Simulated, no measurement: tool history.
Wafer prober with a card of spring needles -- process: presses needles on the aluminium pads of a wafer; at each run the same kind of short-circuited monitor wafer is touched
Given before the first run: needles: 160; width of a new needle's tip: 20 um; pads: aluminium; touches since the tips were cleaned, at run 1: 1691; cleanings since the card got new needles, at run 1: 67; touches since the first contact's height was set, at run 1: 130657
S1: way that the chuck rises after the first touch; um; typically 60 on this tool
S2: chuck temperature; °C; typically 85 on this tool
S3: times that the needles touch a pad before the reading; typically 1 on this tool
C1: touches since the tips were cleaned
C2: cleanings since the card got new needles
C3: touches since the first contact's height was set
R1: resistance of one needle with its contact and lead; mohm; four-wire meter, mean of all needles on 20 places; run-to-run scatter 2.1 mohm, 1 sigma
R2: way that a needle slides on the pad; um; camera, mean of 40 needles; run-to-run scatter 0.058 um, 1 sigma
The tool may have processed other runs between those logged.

run 1 hour=0 | S1=60 S2=85 S3=1 | C1=1691 C2=67 C3=130657 | R1=224 R2=10.89
-- hour=6.3 tips cleaned on abrasive film
-- hour=14.8 tips cleaned on abrasive film
run 2 hour=15.1 | S1=60 S2=85 S3=1 | C1=160 C2=69 C3=137830 | R1=223 R2=10.93
-- hour=23.3 tips cleaned on abrasive film
-- hour=32.6 tips cleaned on abrasive film
run 3 hour=32.8 | S1=60 S2=85 S3=1 | C1=94 C2=71 C3=146269 | R1=230 R2=11.01
-- hour=41.4 tips cleaned on abrasive film
-- hour=51 tips cleaned on abrasive film
run 4 hour=52.7 | S1=60 S2=85 S3=1 | C1=804 C2=73 C3=155774 | R1=224 R2=10.99
-- hour=60.2 tips cleaned on abrasive film
run 5 hour=65.8 | S1=60 S2=85 S3=1 | C1=2714 C2=74 C3=162056 | R1=227 R2=11.1
-- hour=69 tips cleaned on abrasive film
-- hour=78.9 tips cleaned on abrasive film
run 6 hour=82.2 | S1=60 S2=85 S3=1 | C1=1581 C2=76 C3=169840 | R1=227 R2=11.02
-- hour=87.8 tips cleaned on abrasive film
-- hour=97.5 tips cleaned on abrasive film
run 7 hour=98.3 | S1=43 S2=29 S3=2 | C1=368 C2=78 C3=177512 | R1=222 R2=7.79
-- hour=106.7 tips cleaned on abrasive film
-- hour=115.9 tips cleaned on abrasive film
run 8 hour=116.7 | S1=43 S2=29 S3=2 | C1=415 C2=80 C3=186288 | R1=222 R2=7.92
-- hour=124.8 tips cleaned on abrasive film
-- hour=129.1 height of the first contact set anew
-- hour=134.1 tips cleaned on abrasive film
run 9 hour=136.4 | S1=43 S2=52 S3=2 | C1=1078 C2=82 C3=3474 | R1=231 R2=7.99
-- hour=142.8 tips cleaned on abrasive film
run 10 hour=150.3 | S1=64 S2=85 S3=2 | C1=3596 C2=83 C3=10142 | R1=223 R2=11.71
-- hour=152.3 tips cleaned on abrasive film
run 11 hour=159.9 | S1=64 S2=38 S3=2 | C1=3678 C2=84 C3=14743 | R1=209 R2=11.86
-- hour=161.8 tips cleaned on abrasive film
-- hour=171.5 tips cleaned on abrasive film
run 12 hour=172.2 | S1=40 S2=68 S3=2 | C1=311 C2=86 C3=20540 | R1=239 R2=7.33

Here are 5 independent what-if runs from the current tool condition. What would each one return?
-- hour=180.1 tips cleaned on abrasive film
run A hour=187.1 | S1=60 S2=53 S3=1 | C1=3357 C2=87 C3=27697 | R1=? R2=?
-- hour=180.1 tips cleaned on abrasive film
run B hour=187.1 | S1=66 S2=67 S3=3 | C1=3357 C2=87 C3=27697 | R1=? R2=?
-- hour=180.1 tips cleaned on abrasive film
run C hour=187.1 | S1=49 S2=85 S3=1 | C1=3357 C2=87 C3=27697 | R1=? R2=?
-- hour=180.1 tips cleaned on abrasive film
run D hour=187.1 | S1=40 S2=46 S3=2 | C1=3357 C2=87 C3=27697 | R1=? R2=?
-- hour=180.1 tips cleaned on abrasive film
run E hour=187.1 | S1=73 S2=110 S3=2 | C1=3357 C2=87 C3=27697 | R1=? R2=?

run=A R1=217 R2=11
run=B R1=219 R2=12.18
run=C R1=229 R2=8.97
run=D R1=227 R2=7.33
run=E R1=227 R2=13.5
The same runs, with their run-to-run variation unchanged, on a tool lacking any hidden condition would have given:
run=A R1=216 R2=10.92
run=B R1=219 R2=12.09
run=C R1=229 R2=8.9
run=D R1=227 R2=7.28
run=E R1=227 R2=13.39
